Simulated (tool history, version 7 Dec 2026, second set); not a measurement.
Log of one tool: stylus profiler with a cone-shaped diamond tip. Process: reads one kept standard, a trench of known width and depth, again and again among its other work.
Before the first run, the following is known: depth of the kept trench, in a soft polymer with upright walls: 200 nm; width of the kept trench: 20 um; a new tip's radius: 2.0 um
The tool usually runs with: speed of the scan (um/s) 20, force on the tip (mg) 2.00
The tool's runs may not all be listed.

run,hour,speed of the scan (um/s),force on the tip (mg),depth of the trench (Å),width of the trench's floor (µm)
1,0.0,20,2.00,2020.1,18.08
2,104.5,20,1.32,2016.3,18.08
3,207.6,20,1.32,2017.2,18.09
4,295.3,20,2.71,2026.3,18.12
5,434.6,20,2.71,2025.2,18.11
6,543.2,20,2.71,2028.9,18.11
7,606.6,20,2.71,2026.9,18.11
8,716.8,20,2.71,2025.0,18.06
9,787.6,20,2.71,2025.7,18.15
10,919.1,20,2.00,2020.0,18.10
11,989.4,20,4.72,2039.3,18.14
12,1109.2,20,2.29,2024.0,18.10
13,1179.5,20,2.29,2023.4,18.10
14,1291.6,32,2.29,2023.8,18.05
15,1422.4,20,2.00,2020.5,18.12
16,1507.5,20,2.00,2020.6,18.09
17,1574.0,20,0.77,2010.8,17.99
18,1662.2,20,0.77,2010.6,17.97
19,1766.9,20,4.40,2035.5,18.16
20,1894.4,31,0.72,2010.7,17.90
21,1977.5,21,2.00,2019.9,18.14
22,2093.0,20,1.80,2018.7,18.11
# hour 2193.9: height scale calibrated on a step standard
23,2193.9,24,0.75,2011.8,17.98
24,2320.9,13,0.75,2010.6,18.11
25,2392.0,34,2.00,2020.2,18.00
26,2457.7,34,2.00,2023.1,18.00
27,2551.5,20,0.93,2013.7,18.08
28,2683.8,20,0.93,2010.5,18.05
29,2825.3,72,0.93,2012.0,17.46
30,2962.9,48,5.15,2039.2,18.02
31,3049.7,14,1.24,2017.0,18.14
32,3160.4,18,2.17,2023.9,18.14
33,3288.3,5,3.98,2035.0,18.17
34,3380.0,5,3.37,2029.8,18.21

For run 35, what comes out?
35,3449.1,5,3.37,?,?

Run 35 came out at depth of the trench (Å) 2029.4, width of the trench's floor (µm) 18.23.
With the hidden condition absent and the run-to-run variation left alone, this run would have shown depth of the trench (Å) 2029.5, width of the trench's floor (µm) 18.24.
